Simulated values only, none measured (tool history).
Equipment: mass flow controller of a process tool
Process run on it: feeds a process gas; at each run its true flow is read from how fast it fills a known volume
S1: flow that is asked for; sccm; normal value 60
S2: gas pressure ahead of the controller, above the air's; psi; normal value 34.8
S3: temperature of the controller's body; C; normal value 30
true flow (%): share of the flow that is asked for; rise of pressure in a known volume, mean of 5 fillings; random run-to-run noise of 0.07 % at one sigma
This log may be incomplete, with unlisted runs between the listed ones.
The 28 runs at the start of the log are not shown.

run 29 hour=6210.8 | S1=199 S2=26.0 S3=35 | true_flow_(%)=99.36
run 30 hour=6338.4 | S1=50 S2=23.4 S3=23 | true_flow_(%)=97.44
run 31 hour=6624.1 | S1=92 S2=27.4 S3=34 | true_flow_(%)=97.80
run 32 hour=6813.3 | S1=28 S2=22.5 S3=38 | true_flow_(%)=96.78
run 33 hour=6991.2 | S1=28 S2=22.5 S3=38 | true_flow_(%)=96.79
run 34 hour=7277.6 | S1=28 S2=22.5 S3=38 | true_flow_(%)=96.57
run 35 hour=7556.0 | S1=60 S2=23.4 S3=29 | true_flow_(%)=97.21
run 36 hour=7778.2 | S1=170 S2=37.3 S3=36 | true_flow_(%)=99.04
run 37 hour=7912.0 | S1=170 S2=37.3 S3=36 | true_flow_(%)=98.99
run 38 hour=8076.0 | S1=97 S2=37.4 S3=31 | true_flow_(%)=98.13
run 39 hour=8201.5 | S1=97 S2=37.4 S3=31 | true_flow_(%)=98.19
run 40 hour=8444.9 | S1=29 S2=29.0 S3=30 | true_flow_(%)=96.90
run 41 hour=8713.9 | S1=29 S2=29.0 S3=30 | true_flow_(%)=96.90
run 42 hour=8922.2 | S1=164 S2=38.6 S3=33 | true_flow_(%)=98.87
run 43 hour=9068.2 | S1=106 S2=22.5 S3=24 | true_flow_(%)=97.77
run 44 hour=9201.2 | S1=106 S2=22.5 S3=24 | true_flow_(%)=97.54
run 45 hour=9372.1 | S1=107 S2=35.5 S3=30 | true_flow_(%)=98.03
run 46 hour=9605.1 | S1=35 S2=32.2 S3=30 | true_flow_(%)=97.00
run 47 hour=9776.7 | S1=20 S2=32.2 S3=30 | true_flow_(%)=96.58

Below are 3 alternative next runs, each starting from the tool's condition after run 47. Predict each:
run A hour=10008.9 | S1=138 S2=20.6 S3=29 | true_flow_(%)=?
run B hour=10008.9 | S1=65 S2=20.6 S3=32 | true_flow_(%)=?
run C hour=10008.9 | S1=25 S2=34.2 S3=30 | true_flow_(%)=?

run=A true_flow_(%)=97.72
run=B true_flow_(%)=96.62
run=C true_flow_(%)=96.78
What these runs would have given with no unlogged condition in the tool:
run=A true_flow_(%)=98.76
run=B true_flow_(%)=97.65
run=C true_flow_(%)=97.83
